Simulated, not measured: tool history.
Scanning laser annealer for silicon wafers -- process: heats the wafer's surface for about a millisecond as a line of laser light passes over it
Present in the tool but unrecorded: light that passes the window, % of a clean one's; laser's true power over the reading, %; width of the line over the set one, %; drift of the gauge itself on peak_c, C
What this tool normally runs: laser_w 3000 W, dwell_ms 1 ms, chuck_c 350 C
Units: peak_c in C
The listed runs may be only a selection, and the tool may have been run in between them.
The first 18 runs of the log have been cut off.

run    hour  laser_w  dwell_ms  chuck_c  hours of work since the window was cleaned  hours of work since the power meter was calibrated  hours of work since the optics were aligned  peak_c
 19   705.3     3161         1      381                                         289                                                 631                                         1359    1202
 20   738.6     3161         1      381                                         306                                                 648                                         1376    1202
 21   760.5     3161         1      381                                         317                                                 659                                         1388    1198
 22   797.3     3204      1.01      311                                         336                                                 678                                         1407    1145
 23   833.9     2935         1      363                                         355                                                 697                                         1426    1115
 24     886     2636       0.8      339                                         382                                                 724                                         1452     940
 25   932.4     2636       0.8      339                                         406                                                 748                                         1476     938
      941.8  -- optics aligned, line set to its width
 26   974.9     3020       1.2      356                                         425                                                 767                                           17    1212
 27  1010.1     2647      0.86      341                                         443                                                 785                                           35     961
     1058.5  -- optics aligned, line set to its width, once more
 28  1065.2     3000       0.8      335                                         469                                                 811                                            3    1018
     1093.4  -- window over the wafer cleaned
 29  1119.9     2868      0.71      350                                          14                                                 838                                           31     980
 30  1155.5     3216      0.83      321                                          32                                                 856                                           49    1095
 31  1193.7     3216      0.83      323                                          52                                                 876                                           69    1092
 32  1234.1     2971      0.95      350                                          72                                                 897                                           89    1116
 33  1272.4     2971      0.95      350                                          92                                                 917                                          109    1114
 34  1320.1     2971      0.95      350                                         117                                                 941                                          134    1112
 35  1366.7     3148      0.76      350                                         141                                                 965                                          158    1062
 36  1409.5     2740         1      319                                         163                                                 987                                          180    1040
 37  1443.3     3009         1      319                                         180                                                1005                                          197    1109
 38    1482     2846         1      350                                         200                                                1025                                          217    1097
 39  1527.2     3131      0.89      382                                         223                                                1048                                          240    1150
 40  1564.2     2933      1.18      382                                         242                                                1067                                          259    1223
 41  1603.4     3000      0.93      350                                         263                                                1087                                          279    1103

Branching from run 41: 3 alternative next runs. What would each branch give?
  A  1639.3     2709      0.93      350                                         281                                                1106                                          298       ?
  B  1639.3     3127      0.94      350                                         281                                                1106                                          298       ?
  C  1639.3     3000      0.93      375                                         281                                                1106                                          298       ?

run  peak_c
  A    1030
  B    1135
  C    1127
What these runs would have given with no unlogged condition in the tool:
run  peak_c
  A    1052
  B    1161
  C    1152
